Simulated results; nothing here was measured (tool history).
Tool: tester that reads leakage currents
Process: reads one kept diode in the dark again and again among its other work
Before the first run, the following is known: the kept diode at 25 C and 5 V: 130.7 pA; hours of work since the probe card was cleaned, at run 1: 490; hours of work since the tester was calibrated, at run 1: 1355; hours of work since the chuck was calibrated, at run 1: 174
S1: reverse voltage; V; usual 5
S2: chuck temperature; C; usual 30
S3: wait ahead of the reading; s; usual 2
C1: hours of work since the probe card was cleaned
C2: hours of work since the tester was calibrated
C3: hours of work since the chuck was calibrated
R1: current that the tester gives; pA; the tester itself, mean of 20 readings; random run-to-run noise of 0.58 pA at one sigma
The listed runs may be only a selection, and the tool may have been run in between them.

Run 1, hour 0: usual settings; C1 490; C2 1355; C3 174. Result: R1 198.83 pA.
Run 2, hour 62.1: usual settings; C1 522; C2 1386; C3 205. Result: R1 199.6 pA.
Run 3, hour 100.8: usual settings but S3 4.95 s; C1 541; C2 1406; C3 225. Result: R1 200.17 pA.
Run 4, hour 155.4: usual settings but S2 20 C; C1 569; C2 1434; C3 253. Result: R1 93.88 pA.
Run 5, hour 191: usual settings but S1 4.78 V, S2 20 C; C1 587; C2 1452; C3 271. Result: R1 92.52 pA.
Run 6, hour 225.3: usual settings but S1 4.78 V, S2 20 C; C1 605; C2 1469; C3 288. Result: R1 92.13 pA.
Run 7, hour 298.8: usual settings but S1 4.78 V, S2 20 C; C1 642; C2 1507; C3 326. Result: R1 92.25 pA.
Run 8, hour 360.7: usual settings but S1 3.24 V, S2 21 C; C1 674; C2 1538; C3 357. Result: R1 82.04 pA.

Expected results for the next run?
At hour 368: probe card cleaned and baked.
Run 9, hour 410.6: usual settings but S1 3.24 V, S2 21 C; C1 22; C2 1562; C3 381. Result: R1 ?.

Run 9 yielded R1 83.8 pA.
The same run, on a tool lacking any hidden state, would have yielded R1 77.07 pA.

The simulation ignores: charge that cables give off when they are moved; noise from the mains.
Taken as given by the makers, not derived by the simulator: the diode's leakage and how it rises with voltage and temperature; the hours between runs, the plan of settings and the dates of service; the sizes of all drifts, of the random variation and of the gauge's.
